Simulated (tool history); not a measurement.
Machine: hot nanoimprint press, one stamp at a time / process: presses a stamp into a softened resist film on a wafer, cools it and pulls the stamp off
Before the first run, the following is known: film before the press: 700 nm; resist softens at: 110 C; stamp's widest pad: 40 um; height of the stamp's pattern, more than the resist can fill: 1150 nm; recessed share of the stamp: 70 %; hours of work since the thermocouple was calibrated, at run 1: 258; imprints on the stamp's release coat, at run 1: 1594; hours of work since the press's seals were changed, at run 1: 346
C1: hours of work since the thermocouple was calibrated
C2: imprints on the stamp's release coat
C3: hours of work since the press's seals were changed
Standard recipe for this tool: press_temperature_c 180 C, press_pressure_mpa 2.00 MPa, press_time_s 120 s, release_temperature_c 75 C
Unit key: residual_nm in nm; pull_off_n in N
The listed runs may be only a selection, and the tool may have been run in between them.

run 1 hour=0.0 | press_temperature_c=180 press_pressure_mpa=2.00 press_time_s=120 release_temperature_c=75 | C1=258 C2=1594 C3=346 | residual_nm=257.1 pull_off_n=290
-- hour=19.4 plate thermocouple calibrated
run 2 hour=20.3 | press_temperature_c=180 press_pressure_mpa=2.00 press_time_s=120 release_temperature_c=75 | C1=1 C2=1645 C3=359 | residual_nm=263.3 pull_off_n=287
-- hour=36.8 stamp cleaned and given a new release coat
run 3 hour=38.7 | press_temperature_c=180 press_pressure_mpa=2.00 press_time_s=120 release_temperature_c=75 | C1=10 C2=5 C3=368 | residual_nm=262.5 pull_off_n=170
run 4 hour=55.0 | press_temperature_c=180 press_pressure_mpa=2.00 press_time_s=120 release_temperature_c=75 | C1=22 C2=54 C3=380 | residual_nm=263.6 pull_off_n=171
run 5 hour=73.3 | press_temperature_c=180 press_pressure_mpa=2.00 press_time_s=120 release_temperature_c=74 | C1=35 C2=108 C3=393 | residual_nm=262.2 pull_off_n=182
run 6 hour=85.9 | press_temperature_c=180 press_pressure_mpa=2.00 press_time_s=120 release_temperature_c=74 | C1=44 C2=145 C3=402 | residual_nm=261.2 pull_off_n=185
run 7 hour=105.3 | press_temperature_c=180 press_pressure_mpa=2.00 press_time_s=120 release_temperature_c=74 | C1=58 C2=202 C3=416 | residual_nm=260.4 pull_off_n=188
run 8 hour=123.5 | press_temperature_c=180 press_pressure_mpa=2.00 press_time_s=120 release_temperature_c=74 | C1=71 C2=256 C3=430 | residual_nm=260.9 pull_off_n=188
run 9 hour=143.2 | press_temperature_c=180 press_pressure_mpa=2.00 press_time_s=120 release_temperature_c=74 | C1=86 C2=314 C3=444 | residual_nm=258.6 pull_off_n=191
run 10 hour=154.2 | press_temperature_c=180 press_pressure_mpa=2.00 press_time_s=120 release_temperature_c=76 | C1=94 C2=346 C3=452 | residual_nm=260.2 pull_off_n=191
run 11 hour=174.1 | press_temperature_c=180 press_pressure_mpa=2.00 press_time_s=120 release_temperature_c=76 | C1=108 C2=405 C3=466 | residual_nm=258.9 pull_off_n=194
run 12 hour=195.8 | press_temperature_c=180 press_pressure_mpa=2.00 press_time_s=120 release_temperature_c=76 | C1=124 C2=469 C3=482 | residual_nm=259.0 pull_off_n=195
run 13 hour=207.7 | press_temperature_c=180 press_pressure_mpa=2.00 press_time_s=120 release_temperature_c=74 | C1=133 C2=504 C3=491 | residual_nm=259.0 pull_off_n=212
run 14 hour=229.0 | press_temperature_c=185 press_pressure_mpa=2.00 press_time_s=120 release_temperature_c=75 | C1=148 C2=567 C3=506 | residual_nm=210.5 pull_off_n=203
run 15 hour=247.6 | press_temperature_c=185 press_pressure_mpa=2.00 press_time_s=120 release_temperature_c=75 | C1=162 C2=622 C3=520 | residual_nm=210.6 pull_off_n=214
run 16 hour=270.8 | press_temperature_c=185 press_pressure_mpa=2.00 press_time_s=120 release_temperature_c=75 | C1=179 C2=691 C3=537 | residual_nm=209.0 pull_off_n=218
run 17 hour=285.4 | press_temperature_c=169 press_pressure_mpa=1.21 press_time_s=101 release_temperature_c=68 | C1=189 C2=734 C3=547 | residual_nm=488.5 pull_off_n=241
run 18 hour=304.3 | press_temperature_c=172 press_pressure_mpa=1.37 press_time_s=117 release_temperature_c=68 | C1=203 C2=790 C3=561 | residual_nm=410.3 pull_off_n=251
run 19 hour=327.6 | press_temperature_c=172 press_pressure_mpa=1.37 press_time_s=64 release_temperature_c=68 | C1=220 C2=859 C3=578 | residual_nm=486.6 pull_off_n=249
run 20 hour=346.1 | press_temperature_c=183 press_pressure_mpa=2.42 press_time_s=113 release_temperature_c=80 | C1=233 C2=913 C3=592 | residual_nm=213.2 pull_off_n=215

Predict the results of run 21:
run 21 hour=367.1 | press_temperature_c=183 press_pressure_mpa=2.42 press_time_s=113 release_temperature_c=80 | C1=249 C2=975 C3=607 | residual_nm=? pull_off_n=?

{"run 21": {"residual_nm": 212.6, "pull_off_n": 215}}
Had the tool carried no hidden state, the very same run would have given residual_nm 218.9 nm, pull_off_n 155 N.
